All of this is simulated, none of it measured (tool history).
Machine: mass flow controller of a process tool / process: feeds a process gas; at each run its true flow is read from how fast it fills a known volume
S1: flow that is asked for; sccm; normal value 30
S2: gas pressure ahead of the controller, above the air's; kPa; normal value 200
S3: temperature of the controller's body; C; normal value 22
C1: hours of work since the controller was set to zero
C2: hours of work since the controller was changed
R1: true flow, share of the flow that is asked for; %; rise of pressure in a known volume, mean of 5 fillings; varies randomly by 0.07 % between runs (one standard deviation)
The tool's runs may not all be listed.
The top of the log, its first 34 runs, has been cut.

run    hour  S1   S2  S3    C1    C2     R1
 35  6872.5   5  222  22  1673  7741  97.21
 36  7136.9  30  175  38  1822  7889  96.84
 37  7343.6  18  200  29  1937  8005  97.20
     7450.6  -- gauge calibrated
 38  7609.4  21  228  22  2086  8154  98.55
 39  7804.4   7  162  34  2196  8263  96.41
     7995.0  -- controller exchanged for a calibrated one
 40  8060.0  46  162  34    36    36  98.73
 41  8307.2  46  162  34   175   175  98.65
 42  8464.4  17  165  29   263   263  97.62
 43  8742.3  17  165  29   419   419  97.44
 44  8950.2  28  240  27   535   535  98.42
 45  9098.8  30  275  34   618   618  97.78
 46  9326.7  12  199  26   746   746  97.60
 47  9498.6  12  199  26   842   842  97.53

Below are 3 alternative next runs, each starting from the tool's condition after run 47. Predict each:
  A  9718.4   6  215  29  966  966   ?
  B  9718.4   8  199  23  966  966   ?
  C  9718.4  12  218  23  966  966   ?

run     R1
  A  96.88
  B  97.59
  C  97.87
The same runs, with their run-to-run variation unchanged, on a tool lacking any hidden condition would have given:
run     R1
  A  97.06
  B  97.78
  C  98.05

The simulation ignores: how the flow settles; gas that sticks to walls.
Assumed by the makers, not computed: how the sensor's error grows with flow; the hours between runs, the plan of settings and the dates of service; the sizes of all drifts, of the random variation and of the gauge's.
